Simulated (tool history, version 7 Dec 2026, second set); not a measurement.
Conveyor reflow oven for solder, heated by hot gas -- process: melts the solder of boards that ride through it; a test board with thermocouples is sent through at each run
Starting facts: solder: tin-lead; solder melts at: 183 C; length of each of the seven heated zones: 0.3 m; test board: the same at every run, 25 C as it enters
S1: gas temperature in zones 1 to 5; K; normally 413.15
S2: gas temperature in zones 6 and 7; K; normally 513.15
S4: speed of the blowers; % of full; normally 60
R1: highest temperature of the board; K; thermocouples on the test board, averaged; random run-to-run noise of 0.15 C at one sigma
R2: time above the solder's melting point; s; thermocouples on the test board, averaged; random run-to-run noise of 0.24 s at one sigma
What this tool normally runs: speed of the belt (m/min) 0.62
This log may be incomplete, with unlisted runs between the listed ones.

run 1 hour=0 | S1=413.15 S2=513.15 speed_of_the_belt_(m/min)=0.62 S4=60 | R1=491.45 R2=44.5
run 2 hour=43.9 | S1=413.15 S2=513.15 speed_of_the_belt_(m/min)=0.62 S4=60 | R1=491.15 R2=44.4
-- hour=56.9 thermocouples of zones 6 and 7 changed
run 3 hour=71.9 | S1=413.15 S2=513.15 speed_of_the_belt_(m/min)=0.62 S4=60 | R1=492.55 R2=45.6
run 4 hour=111.1 | S1=413.15 S2=513.15 speed_of_the_belt_(m/min)=0.513 S4=60 | R1=498.25 R2=59.8
run 5 hour=149.6 | S1=413.15 S2=513.15 speed_of_the_belt_(m/min)=0.62 S4=60 | R1=492.05 R2=45.2
run 6 hour=182.6 | S1=413.15 S2=513.15 speed_of_the_belt_(m/min)=0.62 S4=60 | R1=492.15 R2=45
run 7 hour=240.3 | S1=413.15 S2=513.15 speed_of_the_belt_(m/min)=0.62 S4=60 | R1=491.85 R2=44.8
run 8 hour=279 | S1=413.15 S2=513.15 speed_of_the_belt_(m/min)=0.62 S4=54 | R1=489.15 R2=43
run 9 hour=326.7 | S1=413.15 S2=513.15 speed_of_the_belt_(m/min)=0.62 S4=54 | R1=489.05 R2=43.4
run 10 hour=356.8 | S1=413.15 S2=513.15 speed_of_the_belt_(m/min)=0.62 S4=60 | R1=491.95 R2=44.7
run 11 hour=381.4 | S1=413.15 S2=513.15 speed_of_the_belt_(m/min)=0.62 S4=60 | R1=491.75 R2=45.4
run 12 hour=421.3 | S1=413.15 S2=513.15 speed_of_the_belt_(m/min)=0.62 S4=60 | R1=491.75 R2=44.9
-- hour=478 flux residue cleaned out of gas plates and filters
run 13 hour=479.9 | S1=413.15 S2=513.15 speed_of_the_belt_(m/min)=0.62 S4=60 | R1=492.85 R2=46.1
run 14 hour=536 | S1=405.15 S2=504.15 speed_of_the_belt_(m/min)=0.523 S4=70 | R1=492.15 R2=53.6
run 15 hour=591 | S1=420.15 S2=512.15 speed_of_the_belt_(m/min)=0.586 S4=69 | R1=497.95 R2=54.4
run 16 hour=615.6 | S1=420.15 S2=502.15 speed_of_the_belt_(m/min)=0.586 S4=69 | R1=489.05 R2=49.4
run 17 hour=664.3 | S1=420.15 S2=502.15 speed_of_the_belt_(m/min)=0.678 S4=52 | R1=478.65 R2=33.7
run 18 hour=708.5 | S1=420.15 S2=502.15 speed_of_the_belt_(m/min)=0.678 S4=52 | R1=478.55 R2=33.9
run 19 hour=740.8 | S1=407.15 S2=520.15 speed_of_the_belt_(m/min)=0.548 S4=54 | R1=499.05 R2=54
run 20 hour=794.2 | S1=405.15 S2=515.15 speed_of_the_belt_(m/min)=0.597 S4=63 | R1=495.15 R2=47.4
run 21 hour=830.5 | S1=402.15 S2=505.15 speed_of_the_belt_(m/min)=0.62 S4=64 | R1=485.15 R2=38.4
run 22 hour=855.7 | S1=406.15 S2=515.15 speed_of_the_belt_(m/min)=0.53 S4=73 | R1=501.95 R2=58.3
run 23 hour=886.7 | S1=413.15 S2=513.15 speed_of_the_belt_(m/min)=0.597 S4=60 | R1=493.65 R2=48.7
run 24 hour=914.3 | S1=407.15 S2=518.15 speed_of_the_belt_(m/min)=0.535 S4=65 | R1=502.35 R2=58.2

What if the next run were any one of these 5? Each begins from the tool's condition after run 24:
run A hour=944 | S1=408.15 S2=505.15 speed_of_the_belt_(m/min)=0.633 S4=65 | R1=? R2=?
run B hour=944 | S1=413.15 S2=513.15 speed_of_the_belt_(m/min)=0.619 S4=60 | R1=? R2=?
run C hour=944 | S1=409.15 S2=513.15 speed_of_the_belt_(m/min)=0.62 S4=60 | R1=? R2=?
run D hour=944 | S1=412.15 S2=523.15 speed_of_the_belt_(m/min)=0.62 S4=60 | R1=? R2=?
run E hour=944 | S1=413.15 S2=513.15 speed_of_the_belt_(m/min)=0.506 S4=60 | R1=? R2=?

run=A R1=485.65 R2=39.9
run=B R1=492.25 R2=45.8
run=C R1=491.15 R2=44.5
run=D R1=500.25 R2=49.9
run=E R1=498.45 R2=61.1
Had the tool no hidden state, the same runs would have come out as:
run=A R1=486.05 R2=39
run=B R1=492.65 R2=44.6
run=C R1=491.45 R2=43.3
run=D R1=500.55 R2=48.6
run=E R1=498.85 R2=59.5
